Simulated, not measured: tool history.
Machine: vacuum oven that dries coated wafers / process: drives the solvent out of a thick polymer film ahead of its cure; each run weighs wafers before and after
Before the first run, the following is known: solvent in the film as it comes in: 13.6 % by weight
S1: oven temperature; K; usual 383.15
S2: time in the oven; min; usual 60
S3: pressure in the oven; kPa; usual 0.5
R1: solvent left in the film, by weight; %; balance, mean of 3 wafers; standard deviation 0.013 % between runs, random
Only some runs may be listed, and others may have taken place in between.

Run 1, day 0: usual settings. Result: R1 1.1 %.
Run 2, day 2.667: usual settings but S2 104 min. Result: R1 0.28 %.
Run 3, day 4.862: usual settings but S2 104 min. Result: R1 0.29 %.
Run 4, day 7.921: usual settings but S2 37 min. Result: R1 2.56 %.
Run 5, day 10.025: usual settings but S2 37 min. Result: R1 2.54 %.
At day 12.396: oven's thermocouples calibrated.
Run 6, day 13.892: usual settings but S1 369.15 K. Result: R1 2.75 %.
Run 7, day 17.188: usual settings but S1 369.15 K. Result: R1 2.75 %.
Run 8, day 20.204: usual settings but S2 33 min, S3 0.288 kPa. Result: R1 2.93 %.
At day 20.608: oven's thermocouples calibrated, once more.
Run 9, day 22.992: usual settings but S1 380.15 K, S2 62 min, S3 0.514 kPa. Result: R1 1.37 %.
Run 10, day 25.425: usual settings but S1 386.15 K, S2 57 min. Result: R1 1.01 %.
Run 11, day 28.125: usual settings but S1 386.15 K, S2 57 min. Result: R1 1.04 %.
Run 12, day 30.496: usual settings but S1 378.15 K. Result: R1 1.69 %.
Run 13, day 33.721: usual settings but S1 395.15 K, S2 98 min. Result: R1 0.13 %.

Each run again, without the hidden state but with its own random variation kept:
Hidden conditions of the tool in this case: true wafer temperature over the reading, C; true pressure over the reading, kPa; drift of the gauge itself on solvent_pct, %.
run    R1
  1  1.13
  2  0.28
  3  0.29
  4  2.62
  5  2.61
  6  2.85
  7  2.85
  8  3.04
  9  1.33
 10  0.97
 11     1
 12  1.65
 13  0.09
